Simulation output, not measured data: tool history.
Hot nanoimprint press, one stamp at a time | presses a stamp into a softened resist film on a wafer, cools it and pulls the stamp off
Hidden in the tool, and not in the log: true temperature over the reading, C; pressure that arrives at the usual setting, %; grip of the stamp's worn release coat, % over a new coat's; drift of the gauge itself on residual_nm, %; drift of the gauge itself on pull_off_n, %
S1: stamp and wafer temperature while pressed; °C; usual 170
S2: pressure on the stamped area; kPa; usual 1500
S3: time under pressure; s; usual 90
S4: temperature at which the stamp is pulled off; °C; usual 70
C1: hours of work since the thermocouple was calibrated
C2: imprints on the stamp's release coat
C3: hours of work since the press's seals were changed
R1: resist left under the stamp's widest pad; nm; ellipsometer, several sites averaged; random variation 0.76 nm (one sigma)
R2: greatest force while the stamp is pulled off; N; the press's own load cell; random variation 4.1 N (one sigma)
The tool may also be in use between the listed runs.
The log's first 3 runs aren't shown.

| run | hour | S1 | S2 | S3 | S4 | C1 | C2 | C3 | R1 | R2 |
|---|---|---|---|---|---|---|---|---|---|---|
| 4 | 89.0 | 170 | 1500 | 90 | 70 | 261 | 888 | 118 | 143.3 | 239 |
| 5 | 131.3 | 170 | 1500 | 90 | 70 | 281 | 1037 | 138 | 144.5 | 238 |
| 6 | 171.1 | 170 | 1500 | 90 | 70 | 300 | 1177 | 157 | 142.7 | 245 |
| 7 | 197.4 | 170 | 1500 | 90 | 70 | 312 | 1270 | 169 | 143.3 | 249 |
| 8 | 242.4 | 170 | 1500 | 90 | 77 | 333 | 1429 | 190 | 142.7 | 245 |
| 9 | 281.2 | 170 | 1500 | 90 | 77 | 352 | 1565 | 208 | 143.4 | 243 |
| 10 | 309.3 | 170 | 1500 | 90 | 77 | 365 | 1664 | 222 | 142.5 | 248 |
| 11 | 340.2 | 170 | 1500 | 121 | 77 | 379 | 1773 | 236 | 126.6 | 250 |
| 12 | 369.0 | 170 | 1500 | 121 | 77 | 393 | 1874 | 250 | 127.1 | 255 |
| 13 | 389.8 | 170 | 1500 | 121 | 77 | 403 | 1947 | 259 | 127.5 | 265 |
| 14 | 422.1 | 170 | 1500 | 121 | 77 | 418 | 2061 | 275 | 127.0 | 260 |
| 15 | 460.2 | 170 | 1500 | 121 | 77 | 436 | 2196 | 292 | 128.1 | 264 |
|  | 479.3 | stamp cleaned and given a new release coat |
| 16 | 503.1 | 176 | 1820 | 90 | 77 | 453 | 84 | 310 | 103.9 | 184 |

Run 17 comes next. What will it give?
|  | 538.5 | plate thermocouple calibrated |
| 17 | 538.5 | 164 | 2380 | 83 | 58 | 0 | 198 | 325 | ? | ? |

{"run 17": {"R1": 152.2, "R2": 236}}
Without the tool's hidden state the same run would have given R1 147.8 nm, R2 226 N.

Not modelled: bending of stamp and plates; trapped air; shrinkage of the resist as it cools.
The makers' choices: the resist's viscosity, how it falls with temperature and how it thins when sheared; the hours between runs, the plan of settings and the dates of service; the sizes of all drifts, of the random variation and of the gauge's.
